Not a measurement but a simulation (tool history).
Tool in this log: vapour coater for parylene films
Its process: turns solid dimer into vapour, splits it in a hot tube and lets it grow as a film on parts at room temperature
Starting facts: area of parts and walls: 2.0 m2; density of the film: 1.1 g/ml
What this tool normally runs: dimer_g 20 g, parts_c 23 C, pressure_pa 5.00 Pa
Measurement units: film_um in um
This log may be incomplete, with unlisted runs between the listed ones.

run	day	dimer_g	parts_c	pressure_pa	film_um
1	0.000	20	23	5.00	3.96
2	2.933	20	23	5.00	4.02
3	4.554	20	23	5.00	3.91
# day 7.112: trap's valve overhauled
4	7.196	20	23	5.00	4.23
5	9.362	20	23	5.00	4.18
6	12.079	20	23	5.00	4.08
7	14.212	20	26	5.00	3.66
8	17.042	20	25	5.00	3.73
9	18.388	20	25	5.00	3.75
10	20.117	32	25	5.00	5.98
11	22.283	19	25	5.00	3.53
12	25.092	19	25	5.00	3.51
13	26.988	20	23	5.00	4.01
14	28.508	20	23	5.00	3.95
# day 29.379: trap's valve overhauled
15	29.975	20	23	5.00	4.25
16	32.875	14	20	6.06	3.17
17	34.208	14	20	6.06	3.17
18	36.254	20	20	5.00	4.67
19	38.212	20	20	5.00	4.61
20	40.092	20	20	5.00	4.57
21	42.767	14	23	7.77	2.67
22	45.250	29	34	5.00	3.72
23	46.829	10	24	4.40	1.94
24	48.779	18	23	3.16	3.70
25	50.238	28	23	2.26	5.97
# day 51.592: trap's valve overhauled
26	53.133	11	29	5.00	1.77
27	54.662	19	23	5.09	3.87
28	56.192	25	29	7.80	3.91
29	59.029	25	22	3.50	5.43

Difference, measured minus no-hidden-state, one row per run. Run-to-run variation is common to both terms; the gauge's own scatter need not be:
What the log doesn't record here: vapour lost through the trap's worn valve, %; true temperature of the parts over the reading, C; drift of the gauge itself on film_um, %.
run	film_um
1	-0.21
2	-0.24
3	-0.26
4	-0.03
5	-0.06
6	-0.09
7	-0.10
8	-0.13
9	-0.15
10	-0.26
11	-0.17
12	-0.20
13	-0.25
14	-0.27
15	-0.06
16	-0.07
17	-0.09
18	-0.15
19	-0.18
20	-0.20
21	-0.13
22	-0.22
23	-0.13
24	-0.26
25	-0.45
26	-0.04
27	-0.11
28	-0.12
29	-0.21

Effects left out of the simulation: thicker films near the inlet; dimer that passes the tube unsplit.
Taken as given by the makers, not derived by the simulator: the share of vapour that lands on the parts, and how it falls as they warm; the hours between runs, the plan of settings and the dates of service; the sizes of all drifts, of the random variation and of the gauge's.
